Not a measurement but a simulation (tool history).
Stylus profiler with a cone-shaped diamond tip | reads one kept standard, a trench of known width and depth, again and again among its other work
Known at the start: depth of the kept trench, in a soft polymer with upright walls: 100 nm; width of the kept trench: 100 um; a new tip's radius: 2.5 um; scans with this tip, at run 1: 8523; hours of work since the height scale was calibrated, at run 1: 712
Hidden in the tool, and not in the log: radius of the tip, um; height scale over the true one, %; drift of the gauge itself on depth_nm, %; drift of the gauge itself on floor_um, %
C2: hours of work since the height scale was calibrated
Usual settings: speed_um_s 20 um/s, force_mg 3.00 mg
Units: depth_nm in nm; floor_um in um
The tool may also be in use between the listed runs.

{"run": 1, "hour": 0.0, "speed_um_s": 20, "force_mg": 3.0, "scans with this tip": 8523, "C2": 712, "depth_nm": 101.25, "floor_um": 97.47}
{"hour": 12.4, "done": "new tip fitted, height scale calibrated"}
{"run": 2, "hour": 58.5, "speed_um_s": 20, "force_mg": 7.27, "scans with this tip": 299, "C2": 25, "depth_nm": 102.75, "floor_um": 98.52}
{"run": 3, "hour": 181.4, "speed_um_s": 20, "force_mg": 1.82, "scans with this tip": 1095, "C2": 91, "depth_nm": 101.07, "floor_um": 98.29}
{"run": 4, "hour": 295.3, "speed_um_s": 9, "force_mg": 3.0, "scans with this tip": 1832, "C2": 153, "depth_nm": 101.5, "floor_um": 98.29}
{"run": 5, "hour": 372.1, "speed_um_s": 28, "force_mg": 3.0, "scans with this tip": 2330, "C2": 195, "depth_nm": 101.51, "floor_um": 98.08}
{"run": 6, "hour": 492.0, "speed_um_s": 26, "force_mg": 3.0, "scans with this tip": 3107, "C2": 259, "depth_nm": 101.41, "floor_um": 98.05}
{"run": 7, "hour": 597.5, "speed_um_s": 26, "force_mg": 3.0, "scans with this tip": 3790, "C2": 316, "depth_nm": 101.32, "floor_um": 97.94}
{"run": 8, "hour": 647.5, "speed_um_s": 26, "force_mg": 3.0, "scans with this tip": 4114, "C2": 344, "depth_nm": 101.35, "floor_um": 98.0}
{"run": 9, "hour": 709.9, "speed_um_s": 26, "force_mg": 3.0, "scans with this tip": 4518, "C2": 377, "depth_nm": 101.39, "floor_um": 97.87}
{"run": 10, "hour": 805.8, "speed_um_s": 20, "force_mg": 3.0, "scans with this tip": 5139, "C2": 429, "depth_nm": 101.38, "floor_um": 97.91}
{"run": 11, "hour": 896.7, "speed_um_s": 20, "force_mg": 3.0, "scans with this tip": 5728, "C2": 478, "depth_nm": 101.32, "floor_um": 97.72}
{"run": 12, "hour": 1011.9, "speed_um_s": 20, "force_mg": 3.0, "scans with this tip": 6475, "C2": 541, "depth_nm": 101.34, "floor_um": 97.69}
{"run": 13, "hour": 1082.8, "speed_um_s": 20, "force_mg": 3.0, "scans with this tip": 6934, "C2": 579, "depth_nm": 101.34, "floor_um": 97.63}
{"run": 14, "hour": 1188.0, "speed_um_s": 20, "force_mg": 3.0, "scans with this tip": 7615, "C2": 636, "depth_nm": 101.32, "floor_um": 97.57}
{"run": 15, "hour": 1252.4, "speed_um_s": 20, "force_mg": 3.0, "scans with this tip": 8033, "C2": 671, "depth_nm": 101.38, "floor_um": 97.46}
{"run": 16, "hour": 1311.0, "speed_um_s": 20, "force_mg": 3.0, "scans with this tip": 8412, "C2": 702, "depth_nm": 101.35, "floor_um": 97.45}
{"hour": 1341.3, "done": "new tip fitted, height scale calibrated"}
{"run": 17, "hour": 1416.8, "speed_um_s": 20, "force_mg": 3.0, "scans with this tip": 489, "C2": 41, "depth_nm": 101.61, "floor_um": 98.39}
{"run": 18, "hour": 1474.9, "speed_um_s": 20, "force_mg": 2.26, "scans with this tip": 865, "C2": 72, "depth_nm": 101.17, "floor_um": 98.37}
{"run": 19, "hour": 1563.7, "speed_um_s": 20, "force_mg": 2.26, "scans with this tip": 1440, "C2": 120, "depth_nm": 101.18, "floor_um": 98.26}
{"run": 20, "hour": 1641.5, "speed_um_s": 20, "force_mg": 2.26, "scans with this tip": 1945, "C2": 162, "depth_nm": 101.11, "floor_um": 98.2}
{"run": 21, "hour": 1714.9, "speed_um_s": 20, "force_mg": 2.26, "scans with this tip": 2420, "C2": 202, "depth_nm": 101.18, "floor_um": 98.11}
{"run": 22, "hour": 1799.1, "speed_um_s": 18, "force_mg": 6.78, "scans with this tip": 2966, "C2": 248, "depth_nm": 102.54, "floor_um": 98.09}
{"run": 23, "hour": 1902.6, "speed_um_s": 14, "force_mg": 2.97, "scans with this tip": 3636, "C2": 304, "depth_nm": 101.46, "floor_um": 97.99}
{"run": 24, "hour": 1968.3, "speed_um_s": 51, "force_mg": 1.35, "scans with this tip": 4062, "C2": 339, "depth_nm": 100.84, "floor_um": 97.69}
{"run": 25, "hour": 2081.8, "speed_um_s": 62, "force_mg": 6.77, "scans with this tip": 4797, "C2": 400, "depth_nm": 102.46, "floor_um": 97.81}
{"run": 26, "hour": 2136.6, "speed_um_s": 6, "force_mg": 3.0, "scans with this tip": 5152, "C2": 430, "depth_nm": 101.4, "floor_um": 97.92}
{"run": 27, "hour": 2218.2, "speed_um_s": 20, "force_mg": 4.17, "scans with this tip": 5680, "C2": 474, "depth_nm": 101.72, "floor_um": 97.76}
{"run": 28, "hour": 2274.7, "speed_um_s": 13, "force_mg": 2.14, "scans with this tip": 6047, "C2": 505, "depth_nm": 101.09, "floor_um": 97.74}
{"run": 29, "hour": 2385.9, "speed_um_s": 13, "force_mg": 2.14, "scans with this tip": 6767, "C2": 565, "depth_nm": 101.03, "floor_um": 97.7}
{"run": 30, "hour": 2481.3, "speed_um_s": 13, "force_mg": 2.14, "scans with this tip": 7385, "C2": 617, "depth_nm": 100.96, "floor_um": 97.68}
{"run": 31, "hour": 2539.9, "speed_um_s": 13, "force_mg": 2.14, "scans with this tip": 7765, "C2": 648, "depth_nm": 100.96, "floor_um": 97.56}
{"run": 32, "hour": 2633.2, "speed_um_s": 10, "force_mg": 3.31, "scans with this tip": 8369, "C2": 699, "depth_nm": 101.37, "floor_um": 97.61}
{"hour": 2663.2, "done": "new tip fitted, height scale calibrated"}
{"run": 33, "hour": 2719.7, "speed_um_s": 10, "force_mg": 3.31, "scans with this tip": 366, "C2": 31, "depth_nm": 101.57, "floor_um": 98.44}
{"run": 34, "hour": 2837.2, "speed_um_s": 10, "force_mg": 3.31, "scans with this tip": 1128, "C2": 94, "depth_nm": 101.49, "floor_um": 98.36}
{"run": 35, "hour": 2896.8, "speed_um_s": 47, "force_mg": 2.78, "scans with this tip": 1513, "C2": 126, "depth_nm": 101.45, "floor_um": 98.15}
{"run": 36, "hour": 2987.9, "speed_um_s": 50, "force_mg": 2.75, "scans with this tip": 2104, "C2": 176, "depth_nm": 101.4, "floor_um": 98.08}
{"run": 37, "hour": 3100.9, "speed_um_s": 50, "force_mg": 2.75, "scans with this tip": 2836, "C2": 237, "depth_nm": 101.33, "floor_um": 98.02}
{"run": 38, "hour": 3159.6, "speed_um_s": 5, "force_mg": 1.33, "scans with this tip": 3216, "C2": 268, "depth_nm": 100.85, "floor_um": 98.14}
{"run": 39, "hour": 3265.3, "speed_um_s": 13, "force_mg": 1.1, "scans with this tip": 3901, "C2": 326, "depth_nm": 100.67, "floor_um": 97.96}

Forecast each of these 5 alternatives for the next run:
{"run": "A", "hour": 3375.5, "speed_um_s": 51, "force_mg": 2.34, "scans with this tip": 4615, "C2": 385, "depth_nm": "?", "floor_um": "?"}
{"run": "B", "hour": 3375.5, "speed_um_s": 24, "force_mg": 1.05, "scans with this tip": 4615, "C2": 385, "depth_nm": "?", "floor_um": "?"}
{"run": "C", "hour": 3375.5, "speed_um_s": 35, "force_mg": 1.73, "scans with this tip": 4615, "C2": 385, "depth_nm": "?", "floor_um": "?"}
{"run": "D", "hour": 3375.5, "speed_um_s": 13, "force_mg": 1.09, "scans with this tip": 4615, "C2": 385, "depth_nm": "?", "floor_um": "?"}
{"run": "E", "hour": 3375.5, "speed_um_s": 14, "force_mg": 3.0, "scans with this tip": 4615, "C2": 385, "depth_nm": "?", "floor_um": "?"}

run=A depth_nm=101.19 floor_um=97.70
run=B depth_nm=100.56 floor_um=97.84
run=C depth_nm=100.90 floor_um=97.76
run=D depth_nm=100.59 floor_um=97.89
run=E depth_nm=101.33 floor_um=97.94
Without the tool's hidden state the same runs would have given:
run=A depth_nm=101.35 floor_um=98.31
run=B depth_nm=100.72 floor_um=98.46
run=C depth_nm=101.06 floor_um=98.38
run=D depth_nm=100.75 floor_um=98.50
run=E depth_nm=101.49 floor_um=98.56
